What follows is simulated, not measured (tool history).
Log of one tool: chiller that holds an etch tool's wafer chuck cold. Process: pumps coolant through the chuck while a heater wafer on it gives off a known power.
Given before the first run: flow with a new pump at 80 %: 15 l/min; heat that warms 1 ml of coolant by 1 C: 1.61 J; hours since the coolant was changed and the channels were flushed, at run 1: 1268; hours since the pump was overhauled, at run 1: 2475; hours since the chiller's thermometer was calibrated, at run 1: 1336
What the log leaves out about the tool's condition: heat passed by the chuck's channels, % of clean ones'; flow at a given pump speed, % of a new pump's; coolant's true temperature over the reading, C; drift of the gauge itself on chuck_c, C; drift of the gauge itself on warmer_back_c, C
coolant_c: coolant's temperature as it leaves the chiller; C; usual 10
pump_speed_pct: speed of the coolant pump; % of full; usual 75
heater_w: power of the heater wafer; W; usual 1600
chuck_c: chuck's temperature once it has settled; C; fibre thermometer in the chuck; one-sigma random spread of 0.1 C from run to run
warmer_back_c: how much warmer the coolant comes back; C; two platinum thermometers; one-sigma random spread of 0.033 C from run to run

run	hour	coolant_c	pump_speed_pct	heater_w	hours since the coolant was changed and the channels were flushed	hours since the pump was overhauled	hours since the chiller's thermometer was calibrated	chuck_c	warmer_back_c
1	0	10	75	1600	1268	2475	1336	26.5	4.23
2	47	10	75	1600	1315	2522	1383	26.5	4.23
3	94.8	10	75	1600	1362	2570	1431	26.3	4.24
4	157.2	10	75	1600	1425	2633	1493	26.6	4.21
5	212.7	10	75	1600	1480	2688	1549	26.7	4.13
6	276.4	10	75	2363	1544	2752	1613	34.4	6.15
7	343.3	10	75	2363	1611	2819	1679	34.4	6.12
8	415.4	10	75	2363	1683	2891	1752	34.4	6.15
9	467.6	10	75	2363	1735	2943	1804	34.4	6.08
10	537.6	10	75	2363	1805	3013	1874	34.4	6.12
11	570.4	10	75	2363	1838	3046	1907	34.5	6.12
12	651.6	10	75	2363	1919	3127	1988	34.3	6.07
13	701.3	10	75	1103	1969	3177	2038	21.3	2.78
14	764.9	10	95	1600	2032	3240	2101	23.9	3.16
15	812.6	18	75	1882	2080	3288	2149	37.6	4.76
16	869	8	62	1327	2137	3344	2205	23.9	4.01
17	939.2	8	62	1327	2207	3415	2275	23.9	3.91
# hour 953.3: chiller's thermometer calibrated
18	989	5	91	1304	2256	3463	36	16.8	2.67
19	1025.6	5	66	1066	2292	3500	72	17	2.88
20	1068.5	10	62	1600	2335	3543	115	29	4.81
21	1113.9	10	62	1600	2380	3588	161	29.1	4.74

Forecast run 22:
22	1156.9	3	95	1801	2423	3631	204	?	?

Run 22 came out at chuck_c 18.8 C, warmer_back_c 3.47 C.
Without the tool's hidden state the same run would have given chuck_c 18.8 C, warmer_back_c 3.76 C.

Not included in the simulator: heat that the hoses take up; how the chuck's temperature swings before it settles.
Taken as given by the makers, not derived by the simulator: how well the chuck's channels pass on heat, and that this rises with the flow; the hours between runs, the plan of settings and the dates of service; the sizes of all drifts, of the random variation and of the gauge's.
